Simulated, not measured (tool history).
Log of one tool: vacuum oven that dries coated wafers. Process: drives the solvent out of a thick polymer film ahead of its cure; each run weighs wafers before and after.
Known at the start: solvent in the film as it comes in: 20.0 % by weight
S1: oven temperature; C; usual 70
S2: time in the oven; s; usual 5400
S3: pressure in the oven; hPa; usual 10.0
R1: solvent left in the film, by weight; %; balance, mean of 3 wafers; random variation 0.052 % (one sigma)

run,hour,S1,S2,S3,R1
1,0.0,70,5400,10.0,1.95
2,13.1,70,5400,10.0,2.03
3,40.0,70,5400,10.0,1.88
4,55.1,70,5400,10.0,1.95
5,77.7,70,5400,10.0,1.91
6,91.7,70,5400,10.0,1.87
7,110.1,70,5400,10.0,1.97
8,130.0,70,5400,10.0,2.03
9,145.6,70,5400,10.0,2.03
10,170.1,70,5400,10.0,2.00
11,197.3,70,5400,10.0,2.03
12,213.4,70,5400,10.0,2.04
13,226.3,74,5400,16.2,1.60
14,238.0,68,5400,6.3,2.32
15,257.1,62,5400,16.1,3.92
16,271.7,62,5400,16.1,4.09
17,296.1,62,5400,16.1,3.93
18,321.7,62,5400,16.1,4.12
19,333.6,62,5400,16.1,4.00

The next listed run, before its measurement:
20,345.7,62,5400,16.1,?

Run 20 gave R1 4.12 %.
Without the tool's hidden state the same run would have given R1 3.47 %.
